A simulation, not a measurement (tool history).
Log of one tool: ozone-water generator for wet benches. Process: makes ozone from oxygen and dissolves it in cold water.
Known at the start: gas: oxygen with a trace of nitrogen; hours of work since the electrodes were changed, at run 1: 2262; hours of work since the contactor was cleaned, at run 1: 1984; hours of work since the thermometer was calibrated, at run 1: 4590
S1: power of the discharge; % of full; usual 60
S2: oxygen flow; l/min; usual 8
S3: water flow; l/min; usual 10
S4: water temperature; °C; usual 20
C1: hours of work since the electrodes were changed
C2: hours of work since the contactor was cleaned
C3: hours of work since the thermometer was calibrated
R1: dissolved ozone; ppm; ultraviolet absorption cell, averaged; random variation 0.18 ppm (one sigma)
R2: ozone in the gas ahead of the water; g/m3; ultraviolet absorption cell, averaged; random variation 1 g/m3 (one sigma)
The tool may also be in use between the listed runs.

Run 1, hour 0: usual settings; C1 2262; C2 1984; C3 4590. Result: R1 23.2 ppm, R2 169.9 g/m3.
Run 2, hour 67.7: usual settings; C1 2319; C2 2041; C3 4647. Result: R1 23.2 ppm, R2 168.8 g/m3.
Run 3, hour 110.4: usual settings; C1 2355; C2 2077; C3 4683. Result: R1 23.2 ppm, R2 170.8 g/m3.
Run 4, hour 142: usual settings; C1 2381; C2 2104; C3 4710. Result: R1 23.3 ppm, R2 170.1 g/m3.
Run 5, hour 191.7: usual settings; C1 2423; C2 2146; C3 4752. Result: R1 23.2 ppm, R2 170.9 g/m3.
Run 6, hour 244.4: usual settings; C1 2468; C2 2190; C3 4796. Result: R1 23.5 ppm, R2 171.6 g/m3.
Run 7, hour 295.6: usual settings; C1 2511; C2 2233; C3 4839. Result: R1 23.2 ppm, R2 170.8 g/m3.
Run 8, hour 340.4: usual settings; C1 2549; C2 2271; C3 4877. Result: R1 23.3 ppm, R2 171.6 g/m3.
Run 9, hour 384.2: usual settings; C1 2586; C2 2308; C3 4914. Result: R1 23.3 ppm, R2 170.3 g/m3.
At hour 392.6: water thermometer calibrated.
Run 10, hour 441.5: usual settings; C1 2634; C2 2356; C3 41. Result: R1 23.1 ppm, R2 170.3 g/m3.
Run 11, hour 499.4: usual settings; C1 2683; C2 2405; C3 90. Result: R1 23.2 ppm, R2 169 g/m3.
Run 12, hour 535.6: usual settings but S1 71 % of full; C1 2713; C2 2435; C3 121. Result: R1 25.2 ppm, R2 182.9 g/m3.
Run 13, hour 567.1: usual settings; C1 2740; C2 2462; C3 147. Result: R1 22.9 ppm, R2 168.3 g/m3.
Run 14, hour 640: usual settings but S2 7.79 l/min; C1 2802; C2 2524; C3 209. Result: R1 23.2 ppm, R2 169.1 g/m3.
Run 15, hour 683.9: usual settings but S2 7.79 l/min; C1 2839; C2 2561; C3 246. Result: R1 23.3 ppm, R2 171.5 g/m3.
Run 16, hour 750.7: usual settings but S1 99 % of full, S3 11 l/min; C1 2895; C2 2617; C3 302. Result: R1 27.8 ppm, R2 214.8 g/m3.
Run 17, hour 816.3: usual settings but S2 8.3 l/min, S3 8 l/min, S4 13 °C; C1 2950; C2 2672; C3 358. Result: R1 31.3 ppm, R2 165.8 g/m3.
Run 18, hour 887.1: usual settings but S2 8.3 l/min, S3 7 l/min, S4 19 °C; C1 3010; C2 2732; C3 417. Result: R1 29.7 ppm, R2 166.5 g/m3.
Run 19, hour 938.2: usual settings but S2 8.3 l/min, S3 7 l/min, S4 19 °C; C1 3053; C2 2775; C3 461. Result: R1 29.2 ppm, R2 167.5 g/m3.
Run 20, hour 992.6: usual settings but S2 5.29 l/min, S4 21 °C; C1 3099; C2 2821; C3 507. Result: R1 23.4 ppm, R2 201.2 g/m3.
Run 21, hour 1059.2: usual settings but S3 9 l/min, S4 16 °C; C1 3155; C2 2878; C3 563. Result: R1 27.5 ppm, R2 168.4 g/m3.
Run 22, hour 1093.8: usual settings but S1 47 % of full, S3 9 l/min, S4 27 °C; C1 3185; C2 2907; C3 592. Result: R1 18.6 ppm, R2 149.7 g/m3.
Run 23, hour 1141.6: usual settings but S1 51 % of full, S2 14.11 l/min, S3 13 l/min, S4 16 °C; C1 3225; C2 2947; C3 632. Result: R1 17.6 ppm, R2 121.4 g/m3.
Run 24, hour 1183.2: usual settings but S2 5.26 l/min, S3 6 l/min; C1 3260; C2 2982; C3 667. Result: R1 34.3 ppm, R2 200.9 g/m3.
Run 25, hour 1240.2: usual settings but S4 23 °C; C1 3308; C2 3030; C3 716. Result: R1 21.7 ppm, R2 167.4 g/m3.
Run 26, hour 1307.7: usual settings but S4 14 °C; C1 3365; C2 3087; C3 773. Result: R1 26.5 ppm, R2 167 g/m3.

Some steps in R1 between neighbouring runs. How much of each would the tool show without its hidden state too (settings, what came in, random variation), and how much is left for the hidden state, with any gauge scatter that isn't in both results?
The hidden state here: yield of the discharge, % of new electrodes'; contactor's efficiency, % of a clean one's; true water temperature over the reading, C; drift of the gauge itself on ozone_ppm, %; drift of the gauge itself on gas_g_m3, %.
Run 23 -> 24: S1 51 -> 60, S2 14.11 -> 5.26, S3 13 -> 6, S4 16 -> 20. R1 +16.7 ppm: hidden state -1.4, all else +18.1.
Run 24 -> 25: S2 5.26 -> 8, S3 6 -> 10, S4 20 -> 23. R1 -12.6 ppm: hidden state +1, all else -13.6.
